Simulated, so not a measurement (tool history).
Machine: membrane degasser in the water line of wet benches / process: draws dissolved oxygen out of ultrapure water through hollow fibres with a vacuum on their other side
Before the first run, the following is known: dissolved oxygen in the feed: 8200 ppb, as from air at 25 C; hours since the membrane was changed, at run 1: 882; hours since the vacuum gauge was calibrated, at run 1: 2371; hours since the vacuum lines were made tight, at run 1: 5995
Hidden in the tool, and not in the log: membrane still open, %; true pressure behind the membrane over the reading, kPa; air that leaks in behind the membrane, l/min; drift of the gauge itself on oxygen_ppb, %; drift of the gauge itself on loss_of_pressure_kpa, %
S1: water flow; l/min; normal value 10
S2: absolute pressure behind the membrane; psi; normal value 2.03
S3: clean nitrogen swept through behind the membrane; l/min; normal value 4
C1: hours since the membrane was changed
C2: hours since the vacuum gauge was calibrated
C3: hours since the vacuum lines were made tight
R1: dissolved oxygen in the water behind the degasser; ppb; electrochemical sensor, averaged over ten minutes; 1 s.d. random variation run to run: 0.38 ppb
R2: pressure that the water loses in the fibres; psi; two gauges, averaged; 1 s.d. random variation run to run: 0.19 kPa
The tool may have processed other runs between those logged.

run 1 hour=0 | S1=10 S2=2.03 S3=4 | C1=882 C2=2371 C3=5995 | R1=69.8 R2=7.683
run 2 hour=47 | S1=10 S2=2.03 S3=4 | C1=929 C2=2418 C3=6042 | R1=68.8 R2=7.645
run 3 hour=83.4 | S1=10 S2=2.03 S3=4 | C1=966 C2=2455 C3=6079 | R1=69.5 R2=7.688
run 4 hour=118.5 | S1=10 S2=2.03 S3=4 | C1=1001 C2=2490 C3=6114 | R1=69.5 R2=7.645
run 5 hour=160.6 | S1=9 S2=2.03 S3=4 | C1=1043 C2=2532 C3=6156 | R1=61.4 R2=6.899
run 6 hour=210.8 | S1=10 S2=2.03 S3=4 | C1=1093 C2=2582 C3=6206 | R1=69.1 R2=7.632
run 7 hour=259.7 | S1=10 S2=2.19 S3=4 | C1=1142 C2=2631 C3=6255 | R1=75.7 R2=7.678
run 8 hour=308.8 | S1=10 S2=2.03 S3=2.46 | C1=1191 C2=2680 C3=6304 | R1=108.9 R2=7.665
run 9 hour=362.8 | S1=10 S2=2.03 S3=2.46 | C1=1245 C2=2734 C3=6358 | R1=110.4 R2=7.633
run 10 hour=412.3 | S1=10 S2=2.03 S3=4 | C1=1295 C2=2783 C3=6407 | R1=69.7 R2=7.69
run 11 hour=455.6 | S1=10 S2=2.03 S3=9.05 | C1=1338 C2=2827 C3=6451 | R1=32.7 R2=7.641
run 12 hour=493.9 | S1=10 S2=2.03 S3=9.05 | C1=1376 C2=2865 C3=6489 | R1=32.7 R2=7.626
run 13 hour=533.2 | S1=10 S2=2.03 S3=9.05 | C1=1415 C2=2904 C3=6528 | R1=32.5 R2=7.671
run 14 hour=559.6 | S1=10 S2=2.03 S3=9.05 | C1=1442 C2=2931 C3=6555 | R1=32.8 R2=7.674
run 15 hour=591.4 | S1=10 S2=2.03 S3=9.05 | C1=1474 C2=2962 C3=6587 | R1=32.7 R2=7.664
run 16 hour=625.9 | S1=10 S2=2.03 S3=9.05 | C1=1508 C2=2997 C3=6621 | R1=32.8 R2=7.674
run 17 hour=650.6 | S1=8 S2=2.03 S3=4 | C1=1533 C2=3022 C3=6646 | R1=54 R2=6.189
-- hour=678.6 vacuum gauge calibrated
run 18 hour=706.4 | S1=16 S2=2.03 S3=6.35 | C1=1588 C2=28 C3=6701 | R1=108.6 R2=12.263
run 19 hour=751.1 | S1=11 S2=2.03 S3=4 | C1=1633 C2=73 C3=6746 | R1=78.2 R2=8.443
run 20 hour=795.9 | S1=11 S2=2.03 S3=4 | C1=1678 C2=117 C3=6791 | R1=78.1 R2=8.412
run 21 hour=833.3 | S1=11 S2=2.48 S3=2.02 | C1=1715 C2=155 C3=6828 | R1=186.6 R2=8.431
run 22 hour=872.9 | S1=11 S2=2.9 S3=3.07 | C1=1755 C2=194 C3=6868 | R1=150.2 R2=8.44
run 23 hour=911.2 | S1=11 S2=2.9 S3=3.07 | C1=1793 C2=233 C3=6906 | R1=150.8 R2=8.37
run 24 hour=945.6 | S1=10 S2=2.9 S3=3.27 | C1=1827 C2=267 C3=6940 | R1=128.1 R2=7.607
run 25 hour=996.9 | S1=10 S2=1.89 S3=3.27 | C1=1879 C2=318 C3=6992 | R1=76.5 R2=7.655

What if the next run were any one of these 3? Each begins from the tool's condition after run 25:
run A hour=1049.3 | S1=6 S2=4.03 S3=5.7 | C1=1931 C2=371 C3=7044 | R1=? R2=?
run B hour=1049.3 | S1=6 S2=4.73 S3=11.49 | C1=1931 C2=371 C3=7044 | R1=? R2=?
run C hour=1049.3 | S1=15 S2=2.71 S3=1.75 | C1=1931 C2=371 C3=7044 | R1=? R2=?

run=A R1=65 R2=4.561
run=B R1=38.6 R2=4.559
run=C R1=334.9 R2=11.509
With no hidden state in the tool, these same runs would have given:
run=A R1=64.9 R2=4.56
run=B R1=38.5 R2=4.559
run=C R1=334.7 R2=11.507
